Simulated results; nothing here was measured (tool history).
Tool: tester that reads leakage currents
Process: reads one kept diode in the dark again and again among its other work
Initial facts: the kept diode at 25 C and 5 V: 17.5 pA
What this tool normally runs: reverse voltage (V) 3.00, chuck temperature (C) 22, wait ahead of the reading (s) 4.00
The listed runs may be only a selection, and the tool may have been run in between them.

run    hour  reverse voltage (V)  chuck temperature (C)  wait ahead of the reading (s)  current that the tester gives (pA)
  1     0.0                 3.00                     22                           4.00                               15.23
  2   141.7                 1.63                     22                           4.00                               10.21
  3   280.2                 1.63                     22                           4.00                               10.42
  4   428.1                 1.63                     22                           4.00                               10.70
  5   557.4                 3.00                     22                           4.00                               16.29
  6   655.9                 3.00                     22                           4.00                               16.56
  7   744.6                 3.00                     22                           3.14                               17.00
  8   850.2                 8.31                     22                           4.00                               19.07
  9   911.5                 8.31                     22                           4.00                               19.58
 10  1012.6                 5.56                     22                           1.57                               16.39
 11  1124.2                 3.12                     22                           1.57                               11.83
 12  1196.1                 3.12                     22                           1.57                               12.03
 13  1337.1                 3.00                     56                           2.67                              168.36
 14  1405.3                 3.00                     56                           2.67                              169.14
 15  1496.3                12.14                     59                           4.00                              481.65
 16  1604.9                 6.64                     52                           1.84                              204.30
 17  1726.3                 1.32                     22                           4.00                                7.55

Between the runs listed above, the log contained 3 entries, not reproduced here. Where in the sequence does each belong, and how does what the log doesn't record of the tool's condition differ from the listed run before to the listed run after?
Run 2 -> run 3: chuck's temperature calibrated (hour 237.1)
  stray current of the dirty probe card, pA a volt: 1.667 -> 1.801; current scale over the true one, %: -0.15 -> -0.18; true chuck temperature over the reading, C: 0.64 -> 0.81
  measured minus no-state result, current that the tester gives (pA): +3.09 -> +3.41
Run 4 -> run 5: chuck's temperature calibrated, once more (hour 486.0)
  stray current of the dirty probe card, pA a volt: 1.95 -> 2.061; current scale over the true one, %: -0.21 -> -0.24; true chuck temperature over the reading, C: 0.86 -> 0.16
  measured minus no-state result, current that the tester gives (pA): +3.68 -> +6.20
Run 7 -> run 8: probe card cleaned and baked (hour 848.1)
  stray current of the dirty probe card, pA a volt: 2.243 -> 0.025; current scale over the true one, %: -0.28 -> -0.3; true chuck temperature over the reading, C: 0.21 -> 0.25
  measured minus no-state result, current that the tester gives (pA): +6.81 -> +0.40
